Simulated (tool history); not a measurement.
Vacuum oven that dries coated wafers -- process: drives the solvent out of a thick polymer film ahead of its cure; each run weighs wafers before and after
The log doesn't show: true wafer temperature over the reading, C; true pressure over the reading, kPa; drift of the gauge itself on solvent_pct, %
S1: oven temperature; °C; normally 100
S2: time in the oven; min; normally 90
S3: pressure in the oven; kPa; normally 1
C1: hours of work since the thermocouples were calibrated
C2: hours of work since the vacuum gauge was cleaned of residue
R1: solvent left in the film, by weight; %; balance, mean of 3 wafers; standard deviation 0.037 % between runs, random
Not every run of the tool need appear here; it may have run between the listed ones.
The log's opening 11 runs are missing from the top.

Run 12, day 11.208: usual settings; C1 527; C2 1079. Result: R1 2.71 %.
Run 13, day 12.071: usual settings but S1 86 °C; C1 537; C2 1089. Result: R1 7.19 %.
Run 14, day 12.971: usual settings but S1 86 °C; C1 547; C2 1100. Result: R1 7.23 %.
Run 15, day 13.633: usual settings; C1 555; C2 1107. Result: R1 2.69 %.
Run 16, day 14.746: usual settings; C1 568; C2 1120. Result: R1 2.79 %.
Run 17, day 15.438: usual settings; C1 576; C2 1128. Result: R1 2.71 %.
Run 18, day 16.512: usual settings; C1 588; C2 1140. Result: R1 2.68 %.
Run 19, day 17.667: usual settings but S2 157 min; C1 601; C2 1154. Result: R1 1.26 %.
Run 20, day 18.312: usual settings but S2 157 min; C1 609; C2 1161. Result: R1 1.19 %.
Run 21, day 19.142: usual settings but S1 105 °C, S2 62 min, S3 0.73 kPa; C1 618; C2 1171. Result: R1 2.76 %.
Run 22, day 20.354: usual settings but S1 111 °C, S2 78 min, S3 0.89 kPa; C1 632; C2 1184. Result: R1 0.99 %.

What does the tool deliver on the next run?
At day 20.812: vacuum gauge cleaned of residue and calibrated.
Run 23, day 21.662: usual settings but S1 85 °C, S2 95 min, S3 2.08 kPa; C1 646; C2 10. Result: R1 ?.

R1: 7.5 %
Without the tool's hidden state the same run would have given R1 7.73 %.
